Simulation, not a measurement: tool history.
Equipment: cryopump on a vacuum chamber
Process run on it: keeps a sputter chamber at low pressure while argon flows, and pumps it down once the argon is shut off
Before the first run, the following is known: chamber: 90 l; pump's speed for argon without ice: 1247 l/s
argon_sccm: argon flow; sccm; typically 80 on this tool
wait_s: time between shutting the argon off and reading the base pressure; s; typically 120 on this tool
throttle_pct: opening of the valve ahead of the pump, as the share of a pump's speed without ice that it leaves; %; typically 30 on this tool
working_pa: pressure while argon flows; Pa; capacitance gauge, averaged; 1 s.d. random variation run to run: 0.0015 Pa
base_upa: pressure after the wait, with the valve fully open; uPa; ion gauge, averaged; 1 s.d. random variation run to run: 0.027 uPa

run	hour	argon_sccm	wait_s	throttle_pct	working_pa	base_upa
1	0.0	80	120	30	0.3644	1.64
2	56.3	80	66	30	0.3664	2.45
3	160.2	80	120	55	0.2062	1.69
4	212.6	80	120	55	0.2080	1.74
5	291.0	80	120	39	0.2923	1.76
6	358.3	80	120	39	0.2939	1.82
7	405.9	80	71	39	0.2974	2.56
8	474.6	80	71	39	0.3018	2.55
9	566.2	80	71	39	0.3054	2.55
10	625.8	80	71	39	0.3087	2.55
11	719.8	96	74	39	0.3781	2.61
12	767.7	96	156	39	0.3823	1.77
13	820.3	130	151	15	1.2403	1.87
14	923.7	92	248	36	0.4058	1.61
15	1012.9	92	248	36	0.4142	1.71
# hour 1027.3: pump warmed up, emptied and cooled again
16	1089.2	92	248	36	0.3521	1.38
17	1143.4	36	27	36	0.1388	5.40
18	1212.2	36	225	30	0.1679	1.43
19	1298.3	36	225	30	0.1694	1.52

Predict each of these 3 candidate next runs independently; none follows another, all start after run 19:
A	1385.7	134	103	25	?	?
B	1385.7	80	120	34	?	?
C	1385.7	138	225	30	?	?

run	working_pa	base_upa
A	0.7583	2.17
B	0.3371	1.99
C	0.6552	1.52
Had the tool no hidden state, the same runs would have come out as:
run	working_pa	base_upa
A	0.7281	1.39
B	0.3192	1.24
C	0.6242	0.75
